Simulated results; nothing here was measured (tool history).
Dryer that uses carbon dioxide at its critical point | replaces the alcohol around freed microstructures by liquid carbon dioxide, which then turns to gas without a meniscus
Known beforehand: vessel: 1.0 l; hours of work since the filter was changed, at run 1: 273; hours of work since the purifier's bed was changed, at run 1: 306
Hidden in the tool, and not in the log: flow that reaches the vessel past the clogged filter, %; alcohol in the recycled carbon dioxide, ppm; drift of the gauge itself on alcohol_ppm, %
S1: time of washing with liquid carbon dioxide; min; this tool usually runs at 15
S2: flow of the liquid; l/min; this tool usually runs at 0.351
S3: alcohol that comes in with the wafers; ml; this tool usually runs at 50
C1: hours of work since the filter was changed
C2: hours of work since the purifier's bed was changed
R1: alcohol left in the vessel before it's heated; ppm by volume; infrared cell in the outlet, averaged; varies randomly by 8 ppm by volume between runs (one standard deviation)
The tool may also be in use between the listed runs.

| run | day | S1 | S2 | S3 | C1 | C2 | R1 |
|---|---|---|---|---|---|---|---|
| 1 | 0 | 15 | 0.351 | 50 | 273 | 306 | 824 |
|  | 0.65 | inlet filter changed |
| 2 | 0.954 | 15 | 0.351 | 50 | 4 | 318 | 449 |
| 3 | 2.633 | 15 | 0.351 | 50 | 26 | 340 | 466 |
| 4 | 3.642 | 15 | 0.351 | 50 | 40 | 354 | 490 |
| 5 | 5.167 | 12 | 0.351 | 50 | 60 | 374 | 1228 |
| 6 | 7.038 | 12 | 0.351 | 50 | 85 | 399 | 1322 |
| 7 | 8.938 | 12 | 0.351 | 120 | 110 | 424 | 3304 |
| 8 | 10.546 | 12 | 0.351 | 120 | 131 | 446 | 3350 |
| 9 | 12.65 | 12 | 0.351 | 120 | 159 | 473 | 3448 |
| 10 | 14.633 | 12 | 0.351 | 23 | 186 | 500 | 751 |
| 11 | 16.033 | 15 | 0.351 | 50 | 204 | 518 | 693 |
| 12 | 17.479 | 15 | 0.351 | 50 | 223 | 538 | 728 |
| 13 | 18.412 | 14 | 0.351 | 50 | 236 | 550 | 992 |
| 14 | 20.079 | 13 | 0.351 | 50 | 258 | 572 | 1374 |
| 15 | 21.746 | 13 | 0.351 | 50 | 280 | 594 | 1400 |
|  | 21.9 | inlet filter changed |
| 16 | 23.138 | 13 | 0.351 | 50 | 16 | 612 | 873 |
| 17 | 24.046 | 13 | 0.351 | 50 | 29 | 624 | 910 |
| 18 | 25.746 | 15 | 0.351 | 50 | 51 | 647 | 537 |
| 19 | 27.817 | 15 | 0.351 | 50 | 79 | 674 | 564 |
| 20 | 29.729 | 15 | 0.351 | 50 | 104 | 700 | 602 |
| 21 | 31.346 | 15 | 0.351 | 50 | 125 | 721 | 632 |
| 22 | 33.271 | 15 | 0.351 | 50 | 151 | 747 | 668 |
| 23 | 35.038 | 20 | 0.277 | 81 | 174 | 770 | 947 |
| 24 | 36.433 | 20 | 0.277 | 81 | 193 | 789 | 966 |
| 25 | 37.329 | 20 | 0.403 | 23 | 205 | 801 | 102 |
| 26 | 38.825 | 23 | 0.351 | 63 | 225 | 820 | 162 |
| 27 | 39.7 | 19 | 0.309 | 113 | 236 | 832 | 1113 |
| 28 | 41.708 | 12 | 0.351 | 22 | 263 | 859 | 877 |
|  | 43.183 | inlet filter changed |
| 29 | 43.433 | 17 | 0.308 | 50 | 3 | 881 | 516 |
| 30 | 45.033 | 17 | 0.308 | 50 | 25 | 902 | 551 |
| 31 | 46.029 | 13 | 0.244 | 41 | 38 | 916 | 2596 |
| 32 | 47.792 | 13 | 0.244 | 41 | 61 | 939 | 2661 |
| 33 | 49.754 | 15 | 0.41 | 50 | 87 | 965 | 314 |
| 34 | 51.562 | 15 | 0.465 | 49 | 111 | 989 | 196 |
| 35 | 53.521 | 15 | 0.465 | 49 | 137 | 1015 | 202 |
| 36 | 54.883 | 11 | 0.351 | 31 | 155 | 1033 | 1287 |
| 37 | 56.946 | 21 | 0.351 | 31 | 183 | 1060 | 161 |
| 38 | 58.95 | 21 | 0.351 | 31 | 209 | 1087 | 182 |
| 39 | 60.133 | 21 | 0.521 | 31 | 225 | 1103 | 107 |
| 40 | 61.433 | 9 | 0.521 | 60 | 242 | 1120 | 1337 |
| 41 | 63.517 | 15 | 0.351 | 107 | 270 | 1148 | 1686 |
|  | 64.425 | inlet filter changed |
| 42 | 64.567 | 15 | 0.582 | 107 | 2 | 1161 | 140 |
| 43 | 66.554 | 13 | 0.59 | 100 | 28 | 1188 | 195 |

What if the next run were any one of these 5? Each begins from the tool's condition after run 43:
| A | 68.642 | 15 | 0.25 | 50 | 56 | 1215 | ? |
| B | 68.642 | 13 | 0.238 | 39 | 56 | 1215 | ? |
| C | 68.642 | 16 | 0.351 | 33 | 56 | 1215 | ? |
| D | 68.642 | 20 | 0.336 | 50 | 56 | 1215 | ? |
| E | 68.642 | 13 | 0.371 | 100 | 56 | 1215 | ? |

| run | R1 |
|---|---|
| A | 2085 |
| B | 2849 |
| C | 340 |
| D | 252 |
| E | 1466 |
Without the tool's hidden state the same runs would have given:
| run | R1 |
|---|---|
| A | 1780 |
| B | 2513 |
| C | 196 |
| D | 119 |
| E | 1180 |
